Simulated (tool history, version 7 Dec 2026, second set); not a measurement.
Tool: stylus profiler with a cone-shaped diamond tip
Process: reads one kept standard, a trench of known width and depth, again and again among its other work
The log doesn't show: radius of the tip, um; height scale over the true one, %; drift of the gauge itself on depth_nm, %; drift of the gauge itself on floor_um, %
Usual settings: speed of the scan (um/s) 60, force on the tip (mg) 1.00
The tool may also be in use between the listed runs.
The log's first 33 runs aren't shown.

run	hour	speed of the scan (um/s)	force on the tip (mg)	scans with this tip	hours of work since the height scale was calibrated	depth of the trench (Å)	width of the trench's floor (um)
34	729.2	30	1.05	8719	153	10051.3	12.32
35	747.4	30	1.05	8791	163	10047.6	12.31
36	773.9	30	1.05	8894	177	10049.5	12.21
37	791.7	116	0.70	8964	187	10034.3	11.90
38	807.7	116	0.70	9026	195	10037.5	11.84
39	832.6	19	1.02	9124	209	10044.1	12.27
40	856.1	148	1.00	9216	221	10042.6	11.81
41	875.5	148	1.00	9292	232	10046.7	11.76
42	908.5	79	1.00	9421	249	10046.4	11.95
43	939.5	25	1.85	9542	266	10072.8	12.08
44	963.4	45	0.95	9636	279	10039.3	11.98
# hour 994.1: new tip fitted, height scale calibrated
45	996.8	45	0.95	11	1	10053.3	15.91
46	1022.0	30	0.77	110	15	10051.2	15.87

3 ways to go on from here, each from the tool as it stands after run 46. What would each give?
A	1041.3	50	0.83	185	25	?	?
B	1041.3	23	2.13	185	25	?	?
C	1041.3	158	0.95	185	25	?	?

run	depth of the trench (Å)	width of the trench's floor (um)
A	10049.2	15.82
B	10093.6	15.92
C	10055.7	15.44
Without the tool's hidden state the same runs would have given:
run	depth of the trench (Å)	width of the trench's floor (um)
A	10052.5	15.86
B	10096.9	15.97
C	10059.0	15.48
